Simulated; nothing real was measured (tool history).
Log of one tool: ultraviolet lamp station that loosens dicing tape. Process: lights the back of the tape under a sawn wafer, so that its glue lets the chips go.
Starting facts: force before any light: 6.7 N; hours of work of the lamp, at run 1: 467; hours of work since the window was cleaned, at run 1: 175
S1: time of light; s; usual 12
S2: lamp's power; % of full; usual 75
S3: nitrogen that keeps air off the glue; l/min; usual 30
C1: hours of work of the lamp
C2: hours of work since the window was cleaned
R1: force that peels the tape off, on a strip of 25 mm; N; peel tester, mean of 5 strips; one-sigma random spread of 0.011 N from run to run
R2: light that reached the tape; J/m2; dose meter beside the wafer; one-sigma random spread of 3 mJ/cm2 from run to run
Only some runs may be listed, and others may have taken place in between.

run     day  S1  S2  S3   C1   C2     R1    R2
  1       0  12  75  30  467  175  0.737  3690
  2   0.308  12  75  12  472  181  1.334  3710
  3   0.621  11  75  30  478  186  0.846  3400
  4   1.338  11  75  30  491  199  0.875  3400
        1.6  -- window cleaned of glue's vapour
  5   1.742  12  75  30  498    3  0.833  3480
  6   2.312  12  75  30  508   13  0.843  3480
  7   2.842  12  75  30  518   23  0.828  3450
  8   3.217  12  75  30  525   29  0.853  3470
  9   3.658  12  75  30  533   37  0.831  3380
 10   4.083  12  75  30  540   45  0.867  3460
 11   4.425  12  89  30  547   51  0.643  4080
       4.55  -- window cleaned of glue's vapour, once more
 12   5.196  12  89  30  560   12  0.485  4540
 13   5.538  17  88  10  566   18  0.621  6360
 14   5.883  17  88  10  573   24  0.614  6310
 15   6.567  17  62  25  585   37  0.611  4430
 16   7.325  17  62  25  599   50  0.606  4400
 17   7.921  17  86  34  610   61  0.307  6080
 18   8.329   8  83  47  617   68  0.956  2770
 19   8.771   8  83  47  625   76  0.979  2760
 20   9.129   8  99  47  632   83  0.704  3240
 21   9.521  15  76  35  639   90  0.453  4660
 22  10.033  15  76  35  648   99  0.446  4610
 23  10.438  17  94  35  655  107   0.28  6470

What if the next run were any one of these 3? Each begins from the tool's condition after run 23:
  A  11.15   8  75  15  668  120   ?   ?
  B  11.15  22  88  30  668  120   ?   ?
  C  11.15  16  94  35  668  120   ?   ?

run     R1    R2
  A  2.063  2390
  B  0.253  7730
  C  0.302  6030
Stripped of hidden state, with their random variation kept, the same runs would have yielded:
run     R1    R2
  A  1.547  3020
  B  0.226  9770
  C  0.242  7630
